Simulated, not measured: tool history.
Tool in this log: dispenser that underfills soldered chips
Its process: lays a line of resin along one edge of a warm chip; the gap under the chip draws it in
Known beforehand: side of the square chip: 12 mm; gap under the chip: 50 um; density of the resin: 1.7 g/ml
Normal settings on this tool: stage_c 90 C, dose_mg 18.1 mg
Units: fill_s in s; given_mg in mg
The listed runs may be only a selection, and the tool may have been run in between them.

{"run": 1, "hour": 0.0, "stage_c": 90, "dose_mg": 18.1, "fill_s": 176.5, "given_mg": 17.48}
{"run": 2, "hour": 3.3, "stage_c": 90, "dose_mg": 18.1, "fill_s": 206.9, "given_mg": 17.42}
{"run": 3, "hour": 7.9, "stage_c": 90, "dose_mg": 18.1, "fill_s": 261.1, "given_mg": 17.33}
{"hour": 12.1, "done": "new syringe of resin"}
{"run": 4, "hour": 14.6, "stage_c": 90, "dose_mg": 18.1, "fill_s": 184.7, "given_mg": 17.34}
{"hour": 19.3, "done": "dispensing valve cleaned and set on the balance"}
{"run": 5, "hour": 19.5, "stage_c": 90, "dose_mg": 18.1, "fill_s": 220.1, "given_mg": 18.16}
{"run": 6, "hour": 22.4, "stage_c": 90, "dose_mg": 18.1, "fill_s": 254.4, "given_mg": 18.13}
{"hour": 26.8, "done": "new syringe of resin"}
{"run": 7, "hour": 29.3, "stage_c": 90, "dose_mg": 18.1, "fill_s": 189.2, "given_mg": 18.05}
{"run": 8, "hour": 34.6, "stage_c": 90, "dose_mg": 18.1, "fill_s": 243.1, "given_mg": 18.03}
{"hour": 40.3, "done": "new syringe of resin"}
{"run": 9, "hour": 41.6, "stage_c": 90, "dose_mg": 18.1, "fill_s": 170.3, "given_mg": 18.06}
{"run": 10, "hour": 46.9, "stage_c": 104, "dose_mg": 18.1, "fill_s": 134.7, "given_mg": 18.0}
{"run": 11, "hour": 52.5, "stage_c": 104, "dose_mg": 18.1, "fill_s": 171.8, "given_mg": 18.02}
{"hour": 53.8, "done": "new syringe of resin"}
{"run": 12, "hour": 58.3, "stage_c": 104, "dose_mg": 18.1, "fill_s": 120.2, "given_mg": 17.88}
{"run": 13, "hour": 65.0, "stage_c": 104, "dose_mg": 22.6, "fill_s": 162.6, "given_mg": 22.36}
{"hour": 67.2, "done": "new syringe of resin"}
{"run": 14, "hour": 69.0, "stage_c": 104, "dose_mg": 20.1, "fill_s": 103.6, "given_mg": 19.83}
{"run": 15, "hour": 75.5, "stage_c": 92, "dose_mg": 20.1, "fill_s": 227.6, "given_mg": 19.84}
{"run": 16, "hour": 79.4, "stage_c": 92, "dose_mg": 20.1, "fill_s": 273.1, "given_mg": 19.88}
{"hour": 80.7, "done": "new syringe of resin"}
{"run": 17, "hour": 84.7, "stage_c": 92, "dose_mg": 20.1, "fill_s": 181.4, "given_mg": 19.71}
{"run": 18, "hour": 91.1, "stage_c": 92, "dose_mg": 20.1, "fill_s": 249.5, "given_mg": 19.75}
{"hour": 94.2, "done": "new syringe of resin"}
{"run": 19, "hour": 98.0, "stage_c": 92, "dose_mg": 20.1, "fill_s": 177.1, "given_mg": 19.64}
{"run": 20, "hour": 104.9, "stage_c": 86, "dose_mg": 16.1, "fill_s": 317.9, "given_mg": 15.77}
{"hour": 107.9, "done": "new syringe of resin"}
{"run": 21, "hour": 111.1, "stage_c": 80, "dose_mg": 17.0, "fill_s": 278.4, "given_mg": 16.57}
{"run": 22, "hour": 115.1, "stage_c": 80, "dose_mg": 17.0, "fill_s": 345.4, "given_mg": 16.6}
{"run": 23, "hour": 118.4, "stage_c": 80, "dose_mg": 17.0, "fill_s": 405.3, "given_mg": 16.46}
{"hour": 121.6, "done": "new syringe of resin"}
{"run": 24, "hour": 124.1, "stage_c": 104, "dose_mg": 21.8, "fill_s": 104.0, "given_mg": 21.19}
{"run": 25, "hour": 129.1, "stage_c": 97, "dose_mg": 15.8, "fill_s": 183.2, "given_mg": 15.3}
{"hour": 135.5, "done": "new syringe of resin"}
{"run": 26, "hour": 135.5, "stage_c": 85, "dose_mg": 21.9, "fill_s": 187.2, "given_mg": 21.21}
{"run": 27, "hour": 140.6, "stage_c": 100, "dose_mg": 20.7, "fill_s": 139.1, "given_mg": 19.95}
{"run": 28, "hour": 144.2, "stage_c": 81, "dose_mg": 19.1, "fill_s": 339.2, "given_mg": 18.43}
{"hour": 148.9, "done": "new syringe of resin"}
{"run": 29, "hour": 149.3, "stage_c": 105, "dose_mg": 17.7, "fill_s": 93.2, "given_mg": 17.14}
{"run": 30, "hour": 152.2, "stage_c": 96, "dose_mg": 21.6, "fill_s": 147.6, "given_mg": 20.85}
{"run": 31, "hour": 156.3, "stage_c": 78, "dose_mg": 15.8, "fill_s": 380.8, "given_mg": 15.16}
{"run": 32, "hour": 161.3, "stage_c": 78, "dose_mg": 15.8, "fill_s": 490.8, "given_mg": 15.14}
{"hour": 162.9, "done": "new syringe of resin"}
{"run": 33, "hour": 166.6, "stage_c": 103, "dose_mg": 15.7, "fill_s": 124.5, "given_mg": 15.0}
{"run": 34, "hour": 170.9, "stage_c": 103, "dose_mg": 15.7, "fill_s": 152.4, "given_mg": 15.06}
{"run": 35, "hour": 174.1, "stage_c": 103, "dose_mg": 15.7, "fill_s": 180.0, "given_mg": 15.05}
{"hour": 176.5, "done": "new syringe of resin"}
{"hour": 181.0, "done": "dispensing valve cleaned and set on the balance"}
{"run": 36, "hour": 181.6, "stage_c": 98, "dose_mg": 21.6, "fill_s": 144.3, "given_mg": 21.68}

Consider 3 possible next runs. They are alternatives, not a sequence: every one starts from the tool as it was left by run 36. What does each give?
{"run": "A", "hour": 187.2, "stage_c": 76, "dose_mg": 20.5, "fill_s": "?", "given_mg": "?"}
{"run": "B", "hour": 187.2, "stage_c": 94, "dose_mg": 18.1, "fill_s": "?", "given_mg": "?"}
{"run": "C", "hour": 187.2, "stage_c": 92, "dose_mg": 22.5, "fill_s": "?", "given_mg": "?"}

run=A fill_s=441.8 given_mg=20.54
run=B fill_s=226.2 given_mg=18.12
run=C fill_s=236.7 given_mg=22.47
The same runs, with their run-to-run variation unchanged, on a tool lacking any hidden condition would have given:
run=A fill_s=283.1 given_mg=20.56
run=B fill_s=144.2 given_mg=18.14
run=C fill_s=151.0 given_mg=22.49
